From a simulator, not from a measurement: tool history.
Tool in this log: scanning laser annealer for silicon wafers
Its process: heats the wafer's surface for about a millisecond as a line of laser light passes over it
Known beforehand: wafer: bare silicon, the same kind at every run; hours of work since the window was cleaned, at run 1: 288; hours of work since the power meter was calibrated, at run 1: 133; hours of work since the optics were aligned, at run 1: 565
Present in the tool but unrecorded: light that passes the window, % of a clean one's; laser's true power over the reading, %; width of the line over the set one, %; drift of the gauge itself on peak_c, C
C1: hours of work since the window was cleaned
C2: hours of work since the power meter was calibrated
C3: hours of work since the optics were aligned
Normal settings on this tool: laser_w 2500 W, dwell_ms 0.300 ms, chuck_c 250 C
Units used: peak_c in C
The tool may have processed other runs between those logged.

Run 1, hour 0.0: usual settings; C1 288; C2 133; C3 565. Result: peak_c 1059 C.
Run 2, hour 4.6: usual settings but chuck_c 265 C; C1 291; C2 136; C3 568. Result: peak_c 1072 C.
Run 3, hour 10.4: usual settings but chuck_c 265 C; C1 296; C2 141; C3 573. Result: peak_c 1076 C.
Run 4, hour 16.2: usual settings but chuck_c 265 C; C1 300; C2 145; C3 577. Result: peak_c 1075 C.
Run 5, hour 22.2: usual settings but laser_w 2146 W; C1 305; C2 150; C3 582. Result: peak_c 942 C.
Run 6, hour 29.1: usual settings but laser_w 2146 W; C1 310; C2 155; C3 587. Result: peak_c 946 C.
Run 7, hour 35.6: usual settings; C1 315; C2 160; C3 592. Result: peak_c 1058 C.
Run 8, hour 41.7: usual settings; C1 319; C2 165; C3 597. Result: peak_c 1054 C.
Run 9, hour 48.2: usual settings but dwell_ms 0.242 ms; C1 324; C2 170; C3 602. Result: peak_c 974 C.
Run 10, hour 53.9: usual settings but dwell_ms 0.270 ms; C1 329; C2 174; C3 606. Result: peak_c 1016 C.
Run 11, hour 58.0: usual settings but dwell_ms 0.270 ms; C1 332; C2 177; C3 609. Result: peak_c 1014 C.
Run 12, hour 63.3: usual settings; C1 336; C2 181; C3 613. Result: peak_c 1055 C.
Run 13, hour 71.1: usual settings; C1 342; C2 187; C3 619. Result: peak_c 1057 C.
Run 14, hour 80.1: usual settings; C1 349; C2 194; C3 626. Result: peak_c 1056 C.
Run 15, hour 86.9: usual settings; C1 354; C2 199; C3 631. Result: peak_c 1056 C.
Run 16, hour 92.3: usual settings; C1 358; C2 203; C3 635. Result: peak_c 1056 C.
Run 17, hour 97.9: usual settings but dwell_ms 0.286 ms, chuck_c 276 C; C1 362; C2 207; C3 639. Result: peak_c 1059 C.
Run 18, hour 101.7: usual settings but laser_w 2498 W, dwell_ms 0.344 ms, chuck_c 228 C; C1 365; C2 210; C3 642. Result: peak_c 1095 C.
Run 19, hour 110.0: usual settings but laser_w 2222 W, dwell_ms 0.376 ms, chuck_c 283 C; C1 371; C2 217; C3 649. Result: peak_c 1087 C.
Run 20, hour 113.9: usual settings but laser_w 2438 W, dwell_ms 0.376 ms, chuck_c 286 C; C1 374; C2 220; C3 652. Result: peak_c 1165 C.
Run 21, hour 119.1: usual settings but laser_w 2320 W, dwell_ms 0.378 ms; C1 378; C2 224; C3 656. Result: peak_c 1089 C.
Run 22, hour 126.1: usual settings but laser_w 2320 W, dwell_ms 0.378 ms; C1 384; C2 229; C3 661. Result: peak_c 1089 C.
Run 23, hour 134.3: usual settings but laser_w 2206 W, dwell_ms 0.283 ms; C1 390; C2 235; C3 667. Result: peak_c 936 C.
Run 24, hour 139.4: usual settings but laser_w 2739 W, dwell_ms 0.242 ms, chuck_c 220 C; C1 394; C2 239; C3 671. Result: peak_c 1010 C.
Run 25, hour 147.8: usual settings but laser_w 2679 W, dwell_ms 0.242 ms, chuck_c 260 C; C1 400; C2 245; C3 677. Result: peak_c 1032 C.
Run 26, hour 151.7: usual settings but laser_w 2732 W, chuck_c 270 C; C1 403; C2 248; C3 680. Result: peak_c 1149 C.
Run 27, hour 155.8: usual settings but laser_w 2455 W, dwell_ms 0.277 ms; C1 406; C2 251; C3 683. Result: peak_c 1009 C.
Run 28, hour 162.6: usual settings but laser_w 2455 W, dwell_ms 0.277 ms; C1 411; C2 257; C3 689. Result: peak_c 1004 C.

Predict each of these 5 candidate next runs independently; none follows another, all start after run 28:
Run A, hour 167.5: usual settings but laser_w 2455 W, dwell_ms 0.288 ms; C1 415; C2 260; C3 692. Result: peak_c ?.
Run B, hour 167.5: usual settings but laser_w 2586 W; C1 415; C2 260; C3 692. Result: peak_c ?.
Run C, hour 167.5: usual settings but laser_w 2521 W, dwell_ms 0.352 ms, chuck_c 281 C; C1 415; C2 260; C3 692. Result: peak_c ?.
Run D, hour 167.5: usual settings but laser_w 2233 W; C1 415; C2 260; C3 692. Result: peak_c ?.
Run E, hour 167.5: usual settings but laser_w 2549 W, dwell_ms 0.277 ms, chuck_c 276 C; C1 415; C2 260; C3 692. Result: peak_c ?.

run  peak_c
  A    1021
  B    1082
  C    1160
  D     965
  E    1059
What these runs would have given with no unlogged condition in the tool:
run  peak_c
  A    1050
  B    1113
  C    1192
  D     991
  E    1088
